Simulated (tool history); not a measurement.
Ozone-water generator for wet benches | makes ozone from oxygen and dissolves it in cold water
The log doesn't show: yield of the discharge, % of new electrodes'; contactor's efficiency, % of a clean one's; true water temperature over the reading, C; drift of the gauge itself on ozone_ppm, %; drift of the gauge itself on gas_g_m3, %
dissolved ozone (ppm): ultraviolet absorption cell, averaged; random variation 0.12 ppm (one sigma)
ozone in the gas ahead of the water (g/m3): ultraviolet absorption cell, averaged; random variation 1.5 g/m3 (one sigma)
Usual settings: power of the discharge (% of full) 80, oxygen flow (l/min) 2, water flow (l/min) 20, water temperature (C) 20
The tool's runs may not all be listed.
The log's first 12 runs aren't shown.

run	hour	power of the discharge (% of full)	oxygen flow (l/min)	water flow (l/min)	water temperature (C)	hours of work since the electrodes were changed	hours of work since the contactor was cleaned	hours of work since the thermometer was calibrated	dissolved ozone (ppm)	ozone in the gas ahead of the water (g/m3)
13	895.2	62	2	20	24	3186	1529	1335	8.8	213
14	959.4	62	2	20	24	3246	1588	1394	8.5	213.7
15	1034.3	80	2	20	20	3315	1657	1463	10.9	262.4
16	1121.9	80	2	26	20	3396	1738	1544	7.8	263.8
17	1185	80	2	26	20	3454	1796	1602	7.9	262.3
18	1234.3	80	2.31	26	22	3499	1841	1648	8	245.5
# hour 1240.1: water thermometer calibrated
19	1311.5	51	2.93	18	12	3570	1912	66	10.2	153.2
# hour 1382.9: water thermometer calibrated, once more
20	1388.2	51	2	25	22	3640	1982	5	5.7	180.7
21	1443.8	48	1.23	20	14	3691	2034	56	6.2	214.4
22	1519.8	67	1.18	20	15	3762	2104	126	7.9	280.3
23	1568.3	74	1.18	30	28	3806	2148	171	4.7	306.7
24	1622	49	1.09	30	28	3856	2198	221	3.3	227.7
25	1673.4	49	1.09	30	28	3903	2245	268	3.3	228.9
26	1757.6	93	2.16	20	20	3981	2323	346	12.2	280.9
27	1806.6	78	1.31	17	20	4026	2368	391	11.2	304.2
28	1873.4	87	2	15	14	4088	2430	452	17	277.8
29	1938.8	87	2	15	14	4148	2490	513	16.9	274.2
30	1991.4	64	2	20	20	4197	2539	561	8.9	215.7
31	2081.4	64	2	20	20	4280	2622	644	8.9	212.6

Forecast run 32:
32	2129.3	64	2	20	20	4324	2666	688	?	?

{"run 32": {"dissolved ozone (ppm)": 9, "ozone in the gas ahead of the water (g/m3)": 214.2}}
Without the tool's hidden state the same run would have given dissolved ozone (ppm) 10, ozone in the gas ahead of the water (g/m3) 234.9.
